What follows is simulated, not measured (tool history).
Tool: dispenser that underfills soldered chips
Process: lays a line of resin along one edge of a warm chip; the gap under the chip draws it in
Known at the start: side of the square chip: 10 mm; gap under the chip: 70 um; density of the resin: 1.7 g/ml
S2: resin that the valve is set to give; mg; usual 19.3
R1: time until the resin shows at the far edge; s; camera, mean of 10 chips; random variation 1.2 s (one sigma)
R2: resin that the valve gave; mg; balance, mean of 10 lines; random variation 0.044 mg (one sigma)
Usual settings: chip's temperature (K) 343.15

run 1 hour=0 | chip's_temperature_(K)=343.15 S2=19.3 | R1=151.1 R2=19.36
-- hour=4.4 new syringe of resin
run 2 hour=10.2 | chip's_temperature_(K)=343.15 S2=19.3 | R1=142 R2=19.24
-- hour=16.4 new syringe of resin
run 3 hour=20.1 | chip's_temperature_(K)=343.15 S2=17.4 | R1=135.3 R2=17.18
run 4 hour=27.5 | chip's_temperature_(K)=343.15 S2=17.4 | R1=176.3 R2=17.06
-- hour=28.3 new syringe of resin
run 5 hour=35.1 | chip's_temperature_(K)=343.15 S2=19.3 | R1=147.7 R2=18.9
-- hour=39.9 new syringe of resin
run 6 hour=41.8 | chip's_temperature_(K)=343.15 S2=19.3 | R1=126.9 R2=18.74
run 7 hour=49.7 | chip's_temperature_(K)=343.15 S2=17 | R1=170.5 R2=16.47
-- hour=51.9 new syringe of resin
run 8 hour=57.5 | chip's_temperature_(K)=343.15 S2=18.1 | R1=145.1 R2=17.49
-- hour=60.5 dispensing valve cleaned and set on the balance
-- hour=65 new syringe of resin
run 9 hour=68.8 | chip's_temperature_(K)=354.15 S2=19.3 | R1=81.6 R2=19.2
run 10 hour=76.1 | chip's_temperature_(K)=336.15 S2=19.3 | R1=251.2 R2=19.09
-- hour=77 new syringe of resin
run 11 hour=84.2 | chip's_temperature_(K)=357.15 S2=19.3 | R1=79 R2=19.04
-- hour=89.4 new syringe of resin
run 12 hour=94 | chip's_temperature_(K)=357.15 S2=19.3 | R1=72.2 R2=18.83
-- hour=101.3 new syringe of resin
run 13 hour=102.5 | chip's_temperature_(K)=343.15 S2=19.3 | R1=120.9 R2=18.72
run 14 hour=108.9 | chip's_temperature_(K)=336.15 S2=16.7 | R1=219.5 R2=16.17
-- hour=113.7 new syringe of resin
run 15 hour=114.2 | chip's_temperature_(K)=353.15 S2=23.2 | R1=74.2 R2=22.39
run 16 hour=118.7 | chip's_temperature_(K)=332.15 S2=23.2 | R1=240.9 R2=22.31
-- hour=120.5 dispensing valve cleaned and set on the balance
-- hour=126.5 new syringe of resin
run 17 hour=126.5 | chip's_temperature_(K)=332.15 S2=23.2 | R1=203.3 R2=23.18
run 18 hour=133.7 | chip's_temperature_(K)=333.15 S2=21.8 | R1=245 R2=21.64
-- hour=138.5 new syringe of resin
run 19 hour=138.7 | chip's_temperature_(K)=343.15 S2=21.5 | R1=121.1 R2=21.36
run 20 hour=145.5 | chip's_temperature_(K)=356.15 S2=21.5 | R1=83.7 R2=21.27
-- hour=150.5 new syringe of resin
run 21 hour=156.4 | chip's_temperature_(K)=329.15 S2=16.8 | R1=301 R2=16.53
-- hour=162.4 new syringe of resin
run 22 hour=162.4 | chip's_temperature_(K)=329.15 S2=16.8 | R1=247.1 R2=16.41
run 23 hour=169.9 | chip's_temperature_(K)=329.15 S2=16.8 | R1=322.1 R2=16.31
-- hour=174.3 new syringe of resin
run 24 hour=177.3 | chip's_temperature_(K)=329.15 S2=16.8 | R1=277.3 R2=16.33
-- hour=180.7 dispensing valve cleaned and set on the balance
run 25 hour=184.8 | chip's_temperature_(K)=329.15 S2=16.8 | R1=341.4 R2=16.75
-- hour=187.5 new syringe of resin
run 26 hour=194.4 | chip's_temperature_(K)=337.15 S2=16.7 | R1=206.6 R2=16.5

Hidden state or all else? Some run-to-run changes of R1, split into what the settings, what came in and random variation would give without the hidden state, and what is left for the hidden state (with any gauge scatter that isn't in both results):
The hidden state here: resin's viscosity, % of fresh resin's; dose that the valve gives, % of what is set; true chip temperature over the reading, C; drift of the gauge itself on fill_s, %; drift of the gauge itself on given_mg, %.
Run 9 -> 10: chip's temperature (K) 354.15 -> 336.15. R1 +169.6 s: hidden state +75, all else +94.6.
Run 10 -> 11: chip's temperature (K) 336.15 -> 357.15, new syringe of resin. R1 -172.2 s: hidden state -68.8, all else -103.4.
Run 20 -> 21: chip's temperature (K) 356.15 -> 329.15, S2 21.5 -> 16.8, new syringe of resin. R1 +217.3 s: hidden state +50.5, all else +166.8.
Run 22 -> 23: no setting changed, nothing entered. R1 +75 s: hidden state +73.6, all else +1.4.
